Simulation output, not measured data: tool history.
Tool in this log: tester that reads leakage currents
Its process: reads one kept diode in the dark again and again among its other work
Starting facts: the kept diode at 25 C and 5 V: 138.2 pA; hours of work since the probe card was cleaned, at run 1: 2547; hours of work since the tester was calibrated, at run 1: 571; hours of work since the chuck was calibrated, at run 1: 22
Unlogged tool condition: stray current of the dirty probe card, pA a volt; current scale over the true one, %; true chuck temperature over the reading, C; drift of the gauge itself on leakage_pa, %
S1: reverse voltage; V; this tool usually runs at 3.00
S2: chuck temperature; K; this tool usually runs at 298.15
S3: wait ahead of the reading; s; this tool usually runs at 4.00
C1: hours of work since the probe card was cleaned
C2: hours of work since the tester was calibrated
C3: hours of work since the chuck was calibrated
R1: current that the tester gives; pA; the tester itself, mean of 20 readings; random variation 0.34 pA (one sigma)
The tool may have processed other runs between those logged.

{"run": 1, "hour": 0.0, "S1": 3.0, "S2": 298.15, "S3": 4.0, "C1": 2547, "C2": 571, "C3": 22, "R1": 113.79}
{"run": 2, "hour": 161.6, "S1": 3.0, "S2": 298.15, "S3": 4.0, "C1": 2673, "C2": 697, "C3": 148, "R1": 113.37}
{"run": 3, "hour": 371.0, "S1": 3.0, "S2": 298.15, "S3": 4.0, "C1": 2836, "C2": 860, "C3": 311, "R1": 111.45}
{"run": 4, "hour": 579.6, "S1": 3.0, "S2": 298.15, "S3": 4.0, "C1": 2999, "C2": 1023, "C3": 473, "R1": 110.81}
{"run": 5, "hour": 771.0, "S1": 3.0, "S2": 298.15, "S3": 4.0, "C1": 3148, "C2": 1172, "C3": 623, "R1": 110.24}
{"run": 6, "hour": 903.3, "S1": 3.0, "S2": 298.15, "S3": 4.0, "C1": 3251, "C2": 1275, "C3": 726, "R1": 109.56}
{"hour": 922.9, "done": "chuck's temperature calibrated"}
{"run": 7, "hour": 1046.3, "S1": 3.0, "S2": 298.15, "S3": 4.0, "C1": 3361, "C2": 1385, "C3": 96, "R1": 105.51}
{"hour": 1132.9, "done": "probe card cleaned and baked"}
{"run": 8, "hour": 1175.3, "S1": 3.0, "S2": 298.15, "S3": 4.0, "C1": 33, "C2": 1483, "C3": 194, "R1": 102.69}
{"run": 9, "hour": 1308.5, "S1": 3.0, "S2": 298.15, "S3": 4.0, "C1": 137, "C2": 1587, "C3": 298, "R1": 101.61}
{"run": 10, "hour": 1513.2, "S1": 3.0, "S2": 298.15, "S3": 4.0, "C1": 296, "C2": 1746, "C3": 458, "R1": 101.57}
{"run": 11, "hour": 1697.5, "S1": 2.47, "S2": 298.15, "S3": 4.0, "C1": 440, "C2": 1890, "C3": 601, "R1": 92.29}
{"run": 12, "hour": 1862.6, "S1": 2.47, "S2": 298.15, "S3": 4.0, "C1": 569, "C2": 2019, "C3": 730, "R1": 92.04}
{"run": 13, "hour": 1986.0, "S1": 4.42, "S2": 320.15, "S3": 4.0, "C1": 665, "C2": 2115, "C3": 826, "R1": 657.66}
{"hour": 2074.1, "done": "chuck's temperature calibrated, once more"}
{"run": 14, "hour": 2174.9, "S1": 5.31, "S2": 298.15, "S3": 4.0, "C1": 811, "C2": 2261, "C3": 79, "R1": 141.03}
{"run": 15, "hour": 2405.0, "S1": 5.31, "S2": 298.15, "S3": 4.0, "C1": 990, "C2": 2440, "C3": 258, "R1": 140.27}
{"run": 16, "hour": 2595.1, "S1": 1.0, "S2": 298.15, "S3": 4.0, "C1": 1138, "C2": 2588, "C3": 406, "R1": 69.12}
{"run": 17, "hour": 2808.1, "S1": 1.49, "S2": 330.15, "S3": 4.0, "C1": 1304, "C2": 2754, "C3": 572, "R1": 926.24}
{"run": 18, "hour": 2927.3, "S1": 1.49, "S2": 330.15, "S3": 4.0, "C1": 1397, "C2": 2847, "C3": 665, "R1": 924.43}
{"run": 19, "hour": 3075.4, "S1": 1.49, "S2": 330.15, "S3": 4.0, "C1": 1513, "C2": 2962, "C3": 780, "R1": 919.8}
{"run": 20, "hour": 3302.6, "S1": 1.58, "S2": 330.15, "S3": 1.39, "C1": 1690, "C2": 3140, "C3": 958, "R1": 925.72}
{"run": 21, "hour": 3444.7, "S1": 1.37, "S2": 320.15, "S3": 4.0, "C1": 1800, "C2": 3250, "C3": 1068, "R1": 428.63}

Alternative continuations, all from the tool just after run 21; predict every row:
{"run": "A", "hour": 3576.0, "S1": 2.01, "S2": 298.15, "S3": 4.0, "C1": 1903, "C2": 3353, "C3": 1171, "R1": "?"}
{"run": "B", "hour": 3576.0, "S1": 1.37, "S2": 317.15, "S3": 4.0, "C1": 1903, "C2": 3353, "C3": 1171, "R1": "?"}
{"run": "C", "hour": 3576.0, "S1": 1.37, "S2": 315.15, "S3": 4.0, "C1": 1903, "C2": 3353, "C3": 1171, "R1": "?"}

run=A R1=88.83
run=B R1=341.49
run=C R1=293.03
Without the tool's hidden state the same runs would have given:
run=A R1=95.32
run=B R1=365.23
run=C R1=313.65

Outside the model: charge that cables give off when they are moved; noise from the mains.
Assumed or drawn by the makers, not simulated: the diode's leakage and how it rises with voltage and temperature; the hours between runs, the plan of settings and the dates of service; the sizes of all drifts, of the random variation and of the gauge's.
